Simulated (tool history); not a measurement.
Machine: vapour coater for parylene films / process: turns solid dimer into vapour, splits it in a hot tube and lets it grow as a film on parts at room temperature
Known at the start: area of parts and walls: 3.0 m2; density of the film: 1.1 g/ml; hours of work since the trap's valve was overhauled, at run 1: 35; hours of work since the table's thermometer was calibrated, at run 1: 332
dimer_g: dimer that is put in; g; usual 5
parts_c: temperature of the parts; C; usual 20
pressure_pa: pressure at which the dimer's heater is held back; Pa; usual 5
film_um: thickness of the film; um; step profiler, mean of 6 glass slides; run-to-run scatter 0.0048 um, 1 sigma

run     day  dimer_g  parts_c  pressure_pa  hours of work since the trap's valve was overhauled  hours of work since the table's thermometer was calibrated  film_um
  1       0        5       20            5                                                   35                                                         332     1.12
  2   1.233        5       20            5                                                   55                                                         353    1.119
  3   2.842        3       20            5                                                   82                                                         379    0.667
  4   3.817        3       20            5                                                   98                                                         396    0.669
  5   5.412        3       20            5                                                  125                                                         422     0.67
  6   7.088        2       20            5                                                  153                                                         450    0.447
  7     8.9        2       14            5                                                  183                                                         480    0.522
  8  10.938        5       26            5                                                  216                                                         514    0.926
  9  12.538        5       26            5                                                  243                                                         540    0.919
 10  14.275        5       26            5                                                  272                                                         569    0.921
     15.504  -- trap's valve overhauled
 11  16.458        5       27            5                                                   16                                                         602    0.929
 12  18.383        5       20         2.49                                                   48                                                         634    1.251
 13  19.292        5       20            5                                                   63                                                         649    1.116
 14  20.308        5       20          3.9                                                   80                                                         666    1.171
 15  21.838        5       20          3.9                                                  105                                                         692    1.159
 16  23.158        5       20          3.9                                                  127                                                         714    1.151
 17  24.496        6       20            5                                                  149                                                         736    1.331
 18  25.425        6       13            5                                                  165                                                         751    1.627
 19  26.654        5       31            5                                                  185                                                         772    0.814
 20  28.512        5       31            5                                                  216                                                         802    0.808
 21  30.546        5       20            5                                                  250                                                         836    1.084
 22  32.625        5       19            5                                                  284                                                         871    1.118
     33.229  -- trap's valve overhauled
 23  34.817        5       19            5                                                   26                                                         904    1.171
     35.029  -- table's thermometer calibrated
 24  36.433        5       19            5                                                   52                                                          23    1.176
 25  37.671        5       19            5                                                   73                                                          44    1.172
 26  38.658        5       19            5                                                   89                                                          60    1.157
 27  40.725        5       19            5                                                  124                                                          94    1.167
     41.817  -- table's thermometer calibrated, once more
 28  42.233        5       19            5                                                  148                                                           7    1.137
 29  43.688        5       19            5                                                  172                                                          31    1.131
 30  45.588        5       19            5                                                  204                                                          63    1.124
 31  47.175        3       19            5                                                  230                                                          89    0.673
 32  49.321        5       20          4.5                                                  266                                                         124    1.096
 33  50.412        5       20          4.5                                                  284                                                         143      1.1
     51.038  -- trap's valve overhauled
 34  52.358        3       23            5                                                   22                                                         172    0.619
 35  53.425        6       22            5                                                   40                                                         190    1.284
 36   54.95        6       22            5                                                   65                                                         215    1.261
 37  56.367        8       27            5                                                   88                                                         239    1.468
 38  57.504        3       18         2.58                                                  107                                                         257    0.775
 39  59.004        6       20         9.46                                                  132                                                         282    1.214
 40  60.725        5       20         3.91                                                  161                                                         311    1.149

For run 41, what comes out?
 41  62.15        2       20         2.55                                                  184                                                         335        ?

{"run 41": {"film_um": 0.484}}
If the tool had no hidden condition, the same run with the same run-to-run variation would have returned film_um 0.496 um.
